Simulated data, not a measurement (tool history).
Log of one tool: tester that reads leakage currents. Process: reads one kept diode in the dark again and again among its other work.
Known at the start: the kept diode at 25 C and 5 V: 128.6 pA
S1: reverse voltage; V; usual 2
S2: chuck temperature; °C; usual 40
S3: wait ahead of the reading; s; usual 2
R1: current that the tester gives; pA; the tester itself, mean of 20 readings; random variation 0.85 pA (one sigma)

run    hour    S1  S2    S3       R1
  1       0     2  40     2    295.8
  2     219     2  40     2   303.38
  3   386.8     2  40     2   308.51
  4   535.9     2  40     2   311.59
  5   785.4     2  40     2   318.87
      975.1  -- chuck's temperature calibrated
  6  1014.9     2  40     2   280.66
     1148.2  -- probe card cleaned and baked
  7  1230.9     2  40     2   282.75
  8  1390.6     2  40     2   287.66
  9  1520.8     2  40     2    291.4
 10  1785.6     2  40     2    297.8
 11  2011.8  7.39  37     2   375.59
 12  2131.7   1.9  27  3.17   119.95
 13    2333   1.9  59   0.5  1033.33
 14  2554.1   1.9  40  1.03   309.06
     2716.9  -- chuck's temperature calibrated
 15  2794.1   1.9  40  1.03   279.27
 16  2919.8  1.98  40  1.03   284.37
 17  3034.8  1.98  40  1.03   286.42
     3082.3  -- tester calibrated
 18  3263.8  4.62  32  0.93   225.26
 19  3466.6  4.62  32  0.93   228.79
 20  3582.5  1.23  25  4.49    89.43

Forecast each of these 3 alternatives for the next run:
  A  3851.3   1.23  25   0.5   ?
  B  3851.3      2  28  7.37   ?
  C  3851.3  12.29  31  2.37   ?

run      R1
  A   91.76
  B  134.42
  C  305.05
Without the tool's hidden state the same runs would have given:
run      R1
  A   81.94
  B  120.15
  C  269.01
